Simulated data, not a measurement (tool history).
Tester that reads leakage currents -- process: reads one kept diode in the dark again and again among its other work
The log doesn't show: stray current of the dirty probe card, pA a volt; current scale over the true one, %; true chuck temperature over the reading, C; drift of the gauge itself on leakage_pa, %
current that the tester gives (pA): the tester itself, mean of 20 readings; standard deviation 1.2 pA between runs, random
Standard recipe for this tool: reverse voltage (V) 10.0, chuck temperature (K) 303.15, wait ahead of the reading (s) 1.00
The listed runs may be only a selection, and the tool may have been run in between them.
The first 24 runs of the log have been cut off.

run	hour	reverse voltage (V)	chuck temperature (K)	wait ahead of the reading (s)	hours of work since the probe card was cleaned	hours of work since the tester was calibrated	hours of work since the chuck was calibrated	current that the tester gives (pA)
25	4640.0	10.0	331.15	0.74	1479	3630	536	5152.37
26	4764.7	3.1	296.15	7.17	1563	3713	619	152.56
27	4956.9	3.1	296.15	7.17	1691	3841	747	158.21
# hour 4972.0: probe card cleaned and baked
28	5086.3	2.5	303.15	3.06	76	3925	832	276.35
29	5190.0	1.7	301.15	0.96	145	3995	901	199.25
# hour 5233.4: chuck's temperature calibrated
30	5341.7	1.7	303.15	1.00	245	4094	72	198.67
31	5538.0	1.7	303.15	1.00	376	4225	203	206.29
32	5714.9	10.0	301.15	0.47	494	4343	321	377.89
33	5944.5	1.2	295.15	1.41	647	4496	474	88.08
34	6058.7	3.6	314.15	6.50	723	4572	550	827.76
35	6222.8	18.2	303.15	0.81	832	4682	660	640.36
36	6442.6	18.2	303.15	0.81	979	4828	806	670.72
37	6572.0	6.7	332.15	0.81	1065	4915	892	5059.94

Consider 5 possible next runs. They are alternatives, not a sequence: every one starts from the tool as it was left by run 37. What does each give?
# hour 6608.8: tester calibrated
# hour 6640.5: chuck's temperature calibrated
A	6776.6	8.0	310.15	1.00	1199	111	91	?
# hour 6608.8: tester calibrated
# hour 6640.5: chuck's temperature calibrated
B	6776.6	6.7	309.15	0.81	1199	111	91	?
# hour 6608.8: tester calibrated
# hour 6640.5: chuck's temperature calibrated
C	6776.6	1.1	319.15	7.90	1199	111	91	?
# hour 6608.8: tester calibrated
# hour 6640.5: chuck's temperature calibrated
D	6776.6	16.4	310.15	2.22	1199	111	91	?
# hour 6608.8: tester calibrated
# hour 6640.5: chuck's temperature calibrated
E	6776.6	8.2	308.15	3.78	1199	111	91	?

run	current that the tester gives (pA)
A	714.80
B	605.60
C	669.46
D	970.82
E	604.74
The same runs, with their run-to-run variation unchanged, on a tool lacking any hidden condition would have given:
run	current that the tester gives (pA)
A	694.98
B	588.85
C	658.55
D	937.78
E	586.23

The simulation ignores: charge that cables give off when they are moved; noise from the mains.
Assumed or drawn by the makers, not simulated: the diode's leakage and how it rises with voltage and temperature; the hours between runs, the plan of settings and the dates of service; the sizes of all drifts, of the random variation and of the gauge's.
